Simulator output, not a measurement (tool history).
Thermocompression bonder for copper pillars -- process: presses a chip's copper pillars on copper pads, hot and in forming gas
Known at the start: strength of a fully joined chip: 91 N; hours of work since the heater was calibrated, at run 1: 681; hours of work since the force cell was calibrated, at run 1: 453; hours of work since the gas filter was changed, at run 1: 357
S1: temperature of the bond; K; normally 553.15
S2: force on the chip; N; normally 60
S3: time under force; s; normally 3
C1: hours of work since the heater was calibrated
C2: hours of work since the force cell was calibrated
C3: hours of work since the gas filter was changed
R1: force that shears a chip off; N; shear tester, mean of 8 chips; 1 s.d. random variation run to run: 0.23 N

run,hour,S1,S2,S3,C1,C2,C3,R1
1,0,553.15,60,3,681,453,357,58.6
2,30.1,553.15,60,3,696,468,372,58.4
3,52,553.15,51,3,708,479,384,55.3
4,94.3,553.15,42,3,730,501,405,51
5,120.6,553.15,42,3,743,515,419,51.1
6,166.2,553.15,60,3,766,538,442,58.4
# hour 192.3: forming gas filter changed
7,210.7,553.15,60,3,789,561,9,58.8
8,263.5,553.15,60,3,816,588,37,58.2
9,299.6,553.15,60,3,835,607,55,58.8
10,335.5,553.15,60,3,853,625,74,58.4
11,387.4,553.15,60,3,880,652,100,58.5
12,410.6,553.15,60,3,892,664,112,58.3
13,433.1,553.15,60,3,904,675,124,58.3
14,462,534.15,60,3,918,690,139,50.9
15,492.1,553.15,60,3,934,706,154,58.4
16,535.2,553.15,60,3,956,728,176,58.6
17,559.9,553.15,60,5,969,741,189,67.3
18,593.2,553.15,60,9,986,758,206,75.7
19,627.7,553.15,60,3,1004,775,224,58.7
20,660.5,553.15,60,3,1021,792,241,58.6
21,690.9,553.15,63,7,1036,808,257,73.2
22,734.2,553.15,63,7,1058,830,279,73.2
23,782.2,553.15,63,7,1083,855,304,73.2
# hour 818.7: heater calibrated with a thermocouple chip
24,823.5,543.15,60,3,2,875,324,54.5
25,855.9,543.15,60,3,19,892,340,54.1
26,903.3,554.15,60,8,44,916,365,74
27,948.4,525.15,46,6,67,939,388,53.1
28,986,542.15,63,3,86,959,407,55.2
29,1035.6,553.15,60,8,112,984,433,74
# hour 1081: forming gas filter changed
30,1081.4,550.15,60,3,135,1008,0,57.2
31,1117.3,574.15,62,2,153,1026,19,60.3
32,1163.6,574.15,62,2,177,1050,42,61
33,1197.7,551.15,39,2,195,1067,60,42.6
34,1220.1,579.15,41,4,206,1079,72,65.3
35,1264.4,532.15,77,2,229,1102,94,48.5
36,1314.5,532.15,77,2,255,1128,120,48.1
37,1350.3,532.15,77,2,273,1146,139,48.5
38,1398.8,532.15,77,2,298,1171,164,48.2
39,1438,553.15,42,2,318,1191,184,44.7

Forecast each of these 3 alternatives for the next run:
A,1476,549.15,42,2,338,1211,203,?
B,1476,553.15,77,5,338,1211,203,?
C,1476,553.15,48,3,338,1211,203,?

run,R1
A,43.5
B,71.6
C,54.2
Without the tool's unlogged condition, the same runs would have read:
run,R1
A,43.4
B,71.6
C,54.2
